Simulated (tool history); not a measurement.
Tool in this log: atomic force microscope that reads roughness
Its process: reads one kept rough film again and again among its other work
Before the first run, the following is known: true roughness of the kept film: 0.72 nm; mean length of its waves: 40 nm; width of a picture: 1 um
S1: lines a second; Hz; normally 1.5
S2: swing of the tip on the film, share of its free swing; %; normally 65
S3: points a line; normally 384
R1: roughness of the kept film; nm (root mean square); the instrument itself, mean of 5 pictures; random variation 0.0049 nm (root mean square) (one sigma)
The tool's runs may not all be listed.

{"run": 1, "day": 0.0, "S1": 1.5, "S2": 65, "S3": 384, "R1": 0.675}
{"run": 2, "day": 3.112, "S1": 1.5, "S2": 65, "S3": 384, "R1": 0.656}
{"run": 3, "day": 5.712, "S1": 1.5, "S2": 65, "S3": 384, "R1": 0.685}
{"run": 4, "day": 7.675, "S1": 1.5, "S2": 65, "S3": 384, "R1": 0.673}
{"run": 5, "day": 10.033, "S1": 1.5, "S2": 65, "S3": 384, "R1": 0.656}
{"run": 6, "day": 12.779, "S1": 1.5, "S2": 65, "S3": 384, "R1": 0.653}
{"run": 7, "day": 16.212, "S1": 1.5, "S2": 65, "S3": 384, "R1": 0.678}
{"run": 8, "day": 18.258, "S1": 1.5, "S2": 64, "S3": 384, "R1": 0.666}
{"run": 9, "day": 20.658, "S1": 0.53, "S2": 65, "S3": 384, "R1": 0.657}
{"run": 10, "day": 22.708, "S1": 1.5, "S2": 65, "S3": 551, "R1": 0.642}
{"run": 11, "day": 24.921, "S1": 1.5, "S2": 76, "S3": 384, "R1": 0.656}
{"run": 12, "day": 28.133, "S1": 1.08, "S2": 62, "S3": 535, "R1": 0.668}
{"run": 13, "day": 30.817, "S1": 1.08, "S2": 62, "S3": 535, "R1": 0.658}
{"run": 14, "day": 33.138, "S1": 1.08, "S2": 62, "S3": 535, "R1": 0.677}
{"run": 15, "day": 34.95, "S1": 1.08, "S2": 62, "S3": 535, "R1": 0.67}
{"run": 16, "day": 36.85, "S1": 0.53, "S2": 85, "S3": 739, "R1": 0.662}
{"run": 17, "day": 39.462, "S1": 2.82, "S2": 73, "S3": 739, "R1": 0.63}
{"run": 18, "day": 41.733, "S1": 3.26, "S2": 73, "S3": 556, "R1": 0.644}
{"run": 19, "day": 43.988, "S1": 3.66, "S2": 76, "S3": 393, "R1": 0.624}

The log once held 5 entries between its listed runs, left out of this copy. Where does each go, and what is different about the tool's unlogged condition between the listed run before it and the listed run after it?
Run 2 -> run 3: new tip fitted (day 5.712)
  radius of the tip, nm: 32.1 -> 11; height scale over the true one, %: -1.02 -> -1.08
  measured result minus the result with no hidden state, R1: -0.032 -> -0.009 nm (root mean square)
Run 6 -> run 7: new tip fitted (day 14.7)
  radius of the tip, nm: 34.3 -> 16.4; height scale over the true one, %: -1.26 -> -1.36
  measured result minus the result with no hidden state, R1: -0.037 -> -0.017 nm (root mean square)
Run 10 -> run 11: new tip fitted (day 23.442)
  radius of the tip, nm: 38.5 -> 15.3; height scale over the true one, %: -1.52 -> -1.58
  measured result minus the result with no hidden state, R1: -0.043 -> -0.017 nm (root mean square)
Run 13 -> run 14: new tip fitted (day 32.183)
  radius of the tip, nm: 36.4 -> 13.4; height scale over the true one, %: -1.74 -> -1.8
  measured result minus the result with no hidden state, R1: -0.043 -> -0.016 nm (root mean square)
Run 17 -> run 18: new tip fitted (day 40.933)
  radius of the tip, nm: 36.2 -> 12.7; height scale over the true one, %: -1.95 -> -2.01
  measured result minus the result with no hidden state, R1: -0.042 -> -0.016 nm (root mean square)

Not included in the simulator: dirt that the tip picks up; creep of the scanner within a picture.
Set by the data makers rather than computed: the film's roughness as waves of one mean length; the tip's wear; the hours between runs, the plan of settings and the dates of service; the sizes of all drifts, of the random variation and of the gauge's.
